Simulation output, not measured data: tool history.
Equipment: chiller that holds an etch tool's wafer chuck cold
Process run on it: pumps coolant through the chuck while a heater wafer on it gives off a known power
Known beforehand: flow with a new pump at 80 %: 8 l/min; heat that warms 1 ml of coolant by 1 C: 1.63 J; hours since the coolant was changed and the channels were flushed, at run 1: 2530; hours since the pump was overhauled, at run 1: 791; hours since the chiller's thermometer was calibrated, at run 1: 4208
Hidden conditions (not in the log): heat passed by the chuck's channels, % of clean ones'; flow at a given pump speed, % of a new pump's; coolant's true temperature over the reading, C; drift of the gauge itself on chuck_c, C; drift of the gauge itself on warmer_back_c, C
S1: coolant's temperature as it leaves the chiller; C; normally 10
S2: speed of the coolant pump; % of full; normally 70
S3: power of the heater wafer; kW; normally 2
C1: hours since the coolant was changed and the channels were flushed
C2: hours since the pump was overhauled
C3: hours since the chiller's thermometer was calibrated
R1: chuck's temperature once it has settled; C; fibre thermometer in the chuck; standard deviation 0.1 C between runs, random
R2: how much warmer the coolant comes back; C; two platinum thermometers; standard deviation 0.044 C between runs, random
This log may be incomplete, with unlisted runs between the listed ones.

run	hour	S1	S2	S3	C1	C2	C3	R1	R2
1	0	10	70	2	2530	791	4208	29	10.61
2	50.4	10	70	2	2580	842	4259	29	10.52
3	109.4	10	70	2	2639	901	4318	29	10.47
4	155.7	10	99	2	2686	947	4364	25.1	7.43
5	197.8	10	62	2	2728	989	4406	30.5	11.89
6	235.7	10	62	2	2766	1027	4444	30.6	11.89
7	313.4	10	62	2	2843	1105	4522	30.6	11.93
8	346.4	10	62	2	2876	1138	4555	30.5	11.81
9	421.1	10	62	2	2951	1213	4629	30.6	11.91
10	477.2	10	70	2	3007	1269	4685	29.1	10.57
11	533.2	10	70	2	3063	1325	4742	29.1	10.42
12	585.7	10	70	2	3116	1377	4794	28.8	10.43
13	649.5	10	70	2	3179	1441	4858	29	10.42
14	704.4	10	70	2	3234	1496	4913	29	10.42
15	752.7	16	94	2	3283	1544	4961	31.5	7.73
16	813.9	17	100	2.938	3344	1605	5022	39.1	10.71
17	865.3	19	88	1.084	3395	1657	5074	27.7	4.4
18	930.4	10	80	1.365	3460	1722	5139	21.8	6.19
19	1000.5	4	77	1.842	3530	1792	5209	20.3	8.63
20	1078.4	9	96	2	3608	1870	5287	24.2	7.49
21	1136.4	9	96	2	3666	1928	5345	24.5	7.5
22	1208.5	18	92	2	3738	2000	5417	33.8	7.9
23	1268	18	92	2	3798	2059	5476	33.9	7.83
24	1328.3	10	70	1.58	3858	2120	5537	24.9	8.15
25	1402.6	15	70	2.052	3932	2194	5611	34.4	10.64
26	1439.1	15	70	2.052	3969	2231	5647	34.4	10.59

Per-run results on a tool with no hidden state, each run keeping its own random variation:
run	R2
1	10.61
2	10.52
3	10.48
4	7.45
5	11.92
6	11.92
7	11.97
8	11.86
9	11.96
10	10.63
11	10.49
12	10.5
13	10.5
14	10.51
15	7.82
16	10.81
17	4.52
18	6.31
19	8.76
20	7.63
21	7.65
22	8.05
23	7.99
24	8.32
25	10.82
26	10.77
For R1, the value without the hidden state is never more than 0.1 C from the measured value.
